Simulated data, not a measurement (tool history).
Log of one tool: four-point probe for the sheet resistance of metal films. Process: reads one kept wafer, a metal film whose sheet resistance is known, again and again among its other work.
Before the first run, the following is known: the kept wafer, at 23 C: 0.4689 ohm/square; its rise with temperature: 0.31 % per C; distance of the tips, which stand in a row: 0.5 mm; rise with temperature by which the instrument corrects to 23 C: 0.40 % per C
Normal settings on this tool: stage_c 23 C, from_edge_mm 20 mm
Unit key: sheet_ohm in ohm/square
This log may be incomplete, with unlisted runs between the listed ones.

{"run": 1, "hour": 0.0, "stage_c": 23, "from_edge_mm": 20, "sheet_ohm": 0.466874}
{"run": 2, "hour": 126.3, "stage_c": 23, "from_edge_mm": 20, "sheet_ohm": 0.466929}
{"run": 3, "hour": 251.5, "stage_c": 23, "from_edge_mm": 17, "sheet_ohm": 0.466896}
{"run": 4, "hour": 386.1, "stage_c": 23, "from_edge_mm": 20, "sheet_ohm": 0.466794}
{"run": 5, "hour": 441.1, "stage_c": 23, "from_edge_mm": 20, "sheet_ohm": 0.466698}
{"run": 6, "hour": 549.1, "stage_c": 23, "from_edge_mm": 20, "sheet_ohm": 0.466847}
{"run": 7, "hour": 606.6, "stage_c": 23, "from_edge_mm": 20, "sheet_ohm": 0.466716}
{"run": 8, "hour": 704.2, "stage_c": 23, "from_edge_mm": 20, "sheet_ohm": 0.466764}
{"run": 9, "hour": 819.5, "stage_c": 23, "from_edge_mm": 20, "sheet_ohm": 0.466641}
{"run": 10, "hour": 952.5, "stage_c": 27, "from_edge_mm": 20, "sheet_ohm": 0.465048}
{"run": 11, "hour": 1084.7, "stage_c": 27, "from_edge_mm": 20, "sheet_ohm": 0.464783}
{"run": 12, "hour": 1167.8, "stage_c": 27, "from_edge_mm": 20, "sheet_ohm": 0.464938}
{"run": 13, "hour": 1235.8, "stage_c": 27, "from_edge_mm": 20, "sheet_ohm": 0.464804}
{"run": 14, "hour": 1358.7, "stage_c": 23, "from_edge_mm": 20, "sheet_ohm": 0.46655}
{"run": 15, "hour": 1459.2, "stage_c": 23, "from_edge_mm": 22, "sheet_ohm": 0.466173}
{"run": 16, "hour": 1565.5, "stage_c": 23, "from_edge_mm": 22, "sheet_ohm": 0.466219}
{"run": 17, "hour": 1653.2, "stage_c": 23, "from_edge_mm": 22, "sheet_ohm": 0.466255}
{"run": 18, "hour": 1767.4, "stage_c": 23, "from_edge_mm": 22, "sheet_ohm": 0.466068}
{"run": 19, "hour": 1876.5, "stage_c": 33, "from_edge_mm": 20, "sheet_ohm": 0.462154}
{"hour": 1888.2, "done": "stage's thermometer calibrated"}
{"run": 20, "hour": 1933.3, "stage_c": 33, "from_edge_mm": 20, "sheet_ohm": 0.462375}
{"run": 21, "hour": 2033.1, "stage_c": 23, "from_edge_mm": 20, "sheet_ohm": 0.466165}
{"run": 22, "hour": 2105.5, "stage_c": 23, "from_edge_mm": 20, "sheet_ohm": 0.466154}
{"run": 23, "hour": 2238.8, "stage_c": 23, "from_edge_mm": 20, "sheet_ohm": 0.46615}
{"run": 24, "hour": 2341.1, "stage_c": 23, "from_edge_mm": 45, "sheet_ohm": 0.466043}
{"run": 25, "hour": 2454.9, "stage_c": 18, "from_edge_mm": 17, "sheet_ohm": 0.46832}
{"run": 26, "hour": 2551.0, "stage_c": 29, "from_edge_mm": 17, "sheet_ohm": 0.463648}

Estimate the outcome of run 27 from the log above:
{"hour": 2601.3, "done": "stage's thermometer calibrated, once more"}
{"run": 27, "hour": 2684.5, "stage_c": 35, "from_edge_mm": 4, "sheet_ohm": "?"}

For run 27 the tool returned sheet_ohm 0.464301 ohm/square.
With no hidden state in the tool, this same run would have given sheet_ohm 0.468258 ohm/square.

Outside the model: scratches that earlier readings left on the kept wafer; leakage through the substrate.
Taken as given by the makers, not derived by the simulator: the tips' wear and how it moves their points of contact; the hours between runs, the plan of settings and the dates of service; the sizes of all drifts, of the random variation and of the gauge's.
